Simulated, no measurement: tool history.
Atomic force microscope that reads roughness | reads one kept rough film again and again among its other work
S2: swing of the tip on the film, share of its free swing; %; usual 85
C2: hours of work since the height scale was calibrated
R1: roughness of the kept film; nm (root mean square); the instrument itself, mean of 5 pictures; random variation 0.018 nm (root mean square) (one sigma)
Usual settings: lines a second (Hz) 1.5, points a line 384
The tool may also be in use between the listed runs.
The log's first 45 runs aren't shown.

{"run": 46, "hour": 312.2, "lines a second (Hz)": 3.98, "S2": 56, "points a line": 384, "pictures with this tip": 201, "C2": 188, "R1": 3.607}
{"run": 47, "hour": 321.1, "lines a second (Hz)": 1.5, "S2": 85, "points a line": 504, "pictures with this tip": 208, "C2": 192, "R1": 3.417}
{"run": 48, "hour": 329.0, "lines a second (Hz)": 0.88, "S2": 85, "points a line": 843, "pictures with this tip": 215, "C2": 195, "R1": 3.52}
{"run": 49, "hour": 334.3, "lines a second (Hz)": 0.88, "S2": 85, "points a line": 843, "pictures with this tip": 219, "C2": 198, "R1": 3.521}
{"run": 50, "hour": 342.2, "lines a second (Hz)": 0.88, "S2": 78, "points a line": 837, "pictures with this tip": 226, "C2": 201, "R1": 3.553}
{"run": 51, "hour": 351.7, "lines a second (Hz)": 2.68, "S2": 57, "points a line": 606, "pictures with this tip": 234, "C2": 205, "R1": 3.537}
{"run": 52, "hour": 358.1, "lines a second (Hz)": 1.57, "S2": 57, "points a line": 606, "pictures with this tip": 240, "C2": 207, "R1": 3.588}
{"run": 53, "hour": 365.4, "lines a second (Hz)": 2.11, "S2": 67, "points a line": 721, "pictures with this tip": 246, "C2": 210, "R1": 3.41}

Forecast each of these 3 alternatives for the next run:
{"run": "A", "hour": 369.5, "lines a second (Hz)": 3.78, "S2": 61, "points a line": 384, "pictures with this tip": 250, "C2": 212, "R1": "?"}
{"run": "B", "hour": 369.5, "lines a second (Hz)": 0.74, "S2": 63, "points a line": 806, "pictures with this tip": 250, "C2": 212, "R1": "?"}
{"run": "C", "hour": 369.5, "lines a second (Hz)": 0.6, "S2": 85, "points a line": 972, "pictures with this tip": 250, "C2": 212, "R1": "?"}

run=A R1=3.376
run=B R1=3.578
run=C R1=3.478
Without the tool's hidden state the same runs would have given:
run=A R1=4.615
run=B R1=4.89
run=C R1=4.758

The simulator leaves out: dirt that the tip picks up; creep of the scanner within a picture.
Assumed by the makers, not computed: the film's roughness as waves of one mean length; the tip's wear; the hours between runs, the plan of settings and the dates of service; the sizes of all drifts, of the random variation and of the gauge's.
